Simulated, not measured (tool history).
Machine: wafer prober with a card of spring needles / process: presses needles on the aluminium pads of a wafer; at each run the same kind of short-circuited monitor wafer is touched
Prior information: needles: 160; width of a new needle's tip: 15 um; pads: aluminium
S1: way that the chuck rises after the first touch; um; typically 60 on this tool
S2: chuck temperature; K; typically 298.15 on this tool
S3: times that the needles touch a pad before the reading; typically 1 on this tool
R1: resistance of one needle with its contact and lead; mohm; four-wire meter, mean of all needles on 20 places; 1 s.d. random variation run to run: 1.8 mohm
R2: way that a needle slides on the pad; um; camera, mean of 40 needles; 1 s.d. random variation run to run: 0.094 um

{"run": 1, "hour": 0.0, "S1": 60, "S2": 298.15, "S3": 1, "R1": 199, "R2": 11.76}
{"run": 2, "hour": 6.6, "S1": 64, "S2": 298.15, "S3": 1, "R1": 228, "R2": 12.61}
{"run": 3, "hour": 15.3, "S1": 60, "S2": 298.15, "S3": 1, "R1": 264, "R2": 11.82}
{"run": 4, "hour": 23.9, "S1": 60, "S2": 348.15, "S3": 1, "R1": 280, "R2": 11.76}
{"hour": 27.9, "done": "tips cleaned on abrasive film"}
{"run": 5, "hour": 30.0, "S1": 60, "S2": 348.15, "S3": 1, "R1": 320, "R2": 11.86}
{"run": 6, "hour": 38.3, "S1": 60, "S2": 348.15, "S3": 1, "R1": 308, "R2": 11.88}
{"run": 7, "hour": 46.0, "S1": 60, "S2": 348.15, "S3": 1, "R1": 310, "R2": 11.68}
{"run": 8, "hour": 53.8, "S1": 60, "S2": 348.15, "S3": 1, "R1": 304, "R2": 11.87}
{"hour": 55.7, "done": "tips cleaned on abrasive film"}
{"run": 9, "hour": 60.4, "S1": 60, "S2": 348.15, "S3": 1, "R1": 240, "R2": 11.68}
{"hour": 62.2, "done": "tips cleaned on abrasive film, once more"}
{"run": 10, "hour": 64.4, "S1": 67, "S2": 329.15, "S3": 1, "R1": 215, "R2": 13.07}
{"run": 11, "hour": 72.5, "S1": 62, "S2": 352.15, "S3": 2, "R1": 235, "R2": 12.2}
{"run": 12, "hour": 78.2, "S1": 62, "S2": 301.15, "S3": 2, "R1": 231, "R2": 12.0}
{"run": 13, "hour": 82.9, "S1": 62, "S2": 318.15, "S3": 1, "R1": 275, "R2": 12.15}
{"run": 14, "hour": 89.0, "S1": 55, "S2": 318.15, "S3": 2, "R1": 264, "R2": 10.82}
{"hour": 90.5, "done": "tips cleaned on abrasive film"}
{"run": 15, "hour": 95.6, "S1": 55, "S2": 318.15, "S3": 2, "R1": 232, "R2": 10.79}

What will run 16 give?
{"run": 16, "hour": 99.6, "S1": 79, "S2": 298.15, "S3": 2, "R1": "?", "R2": "?"}

R1: 209 mohm
R2: 15.51 um
With the hidden condition absent and the run-to-run variation left alone, this run would have shown R1 187 mohm, R2 15.81 um.
